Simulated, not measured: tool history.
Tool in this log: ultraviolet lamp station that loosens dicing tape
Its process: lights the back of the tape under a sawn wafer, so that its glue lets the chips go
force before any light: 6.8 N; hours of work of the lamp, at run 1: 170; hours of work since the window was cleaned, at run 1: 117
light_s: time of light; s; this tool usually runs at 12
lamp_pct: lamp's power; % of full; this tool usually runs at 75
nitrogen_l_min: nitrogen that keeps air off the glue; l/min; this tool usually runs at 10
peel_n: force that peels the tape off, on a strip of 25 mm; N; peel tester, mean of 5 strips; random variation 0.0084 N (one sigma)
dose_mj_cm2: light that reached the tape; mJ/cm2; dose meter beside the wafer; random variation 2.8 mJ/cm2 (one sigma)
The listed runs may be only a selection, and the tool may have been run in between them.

| run | hour | light_s | lamp_pct | nitrogen_l_min | hours of work of the lamp | hours of work since the window was cleaned | peel_n | dose_mj_cm2 |
|---|---|---|---|---|---|---|---|---|
| 1 | 0 | 12 | 75 | 10 | 170 | 117 | 0.426 | 364 |
| 2 | 15.6 | 12 | 75 | 10 | 180 | 126 | 0.426 | 361 |
| 3 | 31.3 | 12 | 75 | 10 | 189 | 136 | 0.44 | 352 |
| 4 | 46.1 | 12 | 75 | 10 | 198 | 145 | 0.465 | 357 |
| 5 | 60.1 | 12 | 75 | 10 | 207 | 154 | 0.446 | 350 |
| 6 | 74.7 | 12 | 82 | 10 | 216 | 162 | 0.374 | 379 |
| 7 | 86 | 12 | 82 | 10 | 223 | 169 | 0.377 | 377 |
| 8 | 96.3 | 12 | 82 | 10 | 229 | 176 | 0.393 | 371 |
| 9 | 109 | 12 | 75 | 10 | 237 | 183 | 0.466 | 342 |
| 10 | 116.7 | 12 | 75 | 10 | 242 | 188 | 0.468 | 346 |
| 11 | 132 | 12 | 75 | 10 | 251 | 197 | 0.501 | 340 |
| 12 | 147.9 | 12 | 75 | 10 | 261 | 207 | 0.476 | 341 |
| 13 | 164.2 | 12 | 75 | 10 | 271 | 217 | 0.484 | 333 |
| 14 | 176.8 | 12 | 75 | 10 | 278 | 225 | 0.486 | 334 |
| 15 | 185 | 20 | 81 | 5 | 283 | 230 | 0.238 | 596 |
|  | 192.2 | window cleaned of glue's vapour |
| 16 | 199.7 | 12 | 75 | 4 | 292 | 5 | 0.785 | 361 |
| 17 | 215.6 | 12 | 75 | 4 | 302 | 14 | 0.804 | 352 |
| 18 | 231.2 | 18 | 67 | 12 | 311 | 24 | 0.225 | 477 |
| 19 | 245.6 | 12 | 75 | 13 | 320 | 33 | 0.37 | 354 |
| 20 | 259.2 | 8 | 97 | 15 | 328 | 41 | 0.471 | 305 |
| 21 | 266.7 | 9 | 86 | 10 | 333 | 46 | 0.613 | 300 |
| 22 | 276.7 | 18 | 68 | 3 | 339 | 52 | 0.558 | 474 |
| 23 | 290.9 | 18 | 68 | 3 | 348 | 60 | 0.576 | 474 |
| 24 | 299.8 | 12 | 75 | 9 | 353 | 66 | 0.481 | 343 |
| 25 | 307.6 | 8 | 95 | 7 | 358 | 71 | 0.815 | 292 |

Some steps in peel_n, run to run, broken into two amounts with sign: the step expected even without the hidden condition (settings, incoming material, random variation), and the rest, left for the hidden condition together with whatever gauge scatter is not in both the measured and the hidden-condition-free result:
The tool's hidden condition here consists of: lamp's light, % of a new lamp's; light that the window lets through, % of a clean one's; drift of the gauge itself on peel_n, %; drift of the gauge itself on dose_mj_cm2, %.
Run 14 -> 15: light_s 12 -> 20, lamp_pct 75 -> 81, nitrogen_l_min 10 -> 5. peel_n -0.248 N: hidden state -0.097, all else -0.151.
Run 15 -> 16: light_s 20 -> 12, lamp_pct 81 -> 75, nitrogen_l_min 5 -> 4, window cleaned of glue's vapour. peel_n +0.547 N: hidden state +0.085, all else +0.462.
Run 17 -> 18: light_s 12 -> 18, lamp_pct 75 -> 67, nitrogen_l_min 4 -> 12. peel_n -0.579 N: hidden state -0.122, all else -0.457.
